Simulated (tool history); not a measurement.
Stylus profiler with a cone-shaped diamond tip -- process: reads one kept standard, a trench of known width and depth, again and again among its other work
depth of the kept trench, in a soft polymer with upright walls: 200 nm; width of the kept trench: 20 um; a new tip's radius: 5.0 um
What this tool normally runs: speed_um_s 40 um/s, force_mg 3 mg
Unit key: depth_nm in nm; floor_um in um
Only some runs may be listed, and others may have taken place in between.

run   hour  speed_um_s  force_mg  depth_nm  floor_um
  1      0          40         3    203.28     16.77
  2   95.6         149         3    203.13     16.16
  3  153.3         149      1.92    202.31     15.89
  4  204.5          40      7.62    206.11     16.85
  5  259.7          40      1.62    201.64     16.63
  6  322.8          40      1.62    201.72     16.56
  7  385.3          40      1.62    201.52     16.58
  8  445.4          40      1.62    201.73     16.59
  9  523.5          40      1.62    201.44     16.56
 10  564.9          32      1.83    201.78     16.57
 11  628.2          72      3.01    202.61      16.4
 12  724.4          26       1.5    201.66     16.56
 13  798.4         122      7.67    205.69     16.33
 14  876.8          37      3.53    202.86     16.56
 15  962.4          37      3.53    203.06     16.57

3 ways to go on from here, each from the tool as it stands after run 15. What would each give?
  A  1011.8         136      2.54         ?         ?
  B  1011.8          13      3.01         ?         ?
  C  1011.8          51         3         ?         ?

run  depth_nm  floor_um
  A    202.09     15.92
  B     202.2     16.65
  C    202.52      16.4
Without the tool's unlogged condition, the same runs would have read:
run  depth_nm  floor_um
  A    203.27      16.4
  B    203.38     17.14
  C     203.7     16.88

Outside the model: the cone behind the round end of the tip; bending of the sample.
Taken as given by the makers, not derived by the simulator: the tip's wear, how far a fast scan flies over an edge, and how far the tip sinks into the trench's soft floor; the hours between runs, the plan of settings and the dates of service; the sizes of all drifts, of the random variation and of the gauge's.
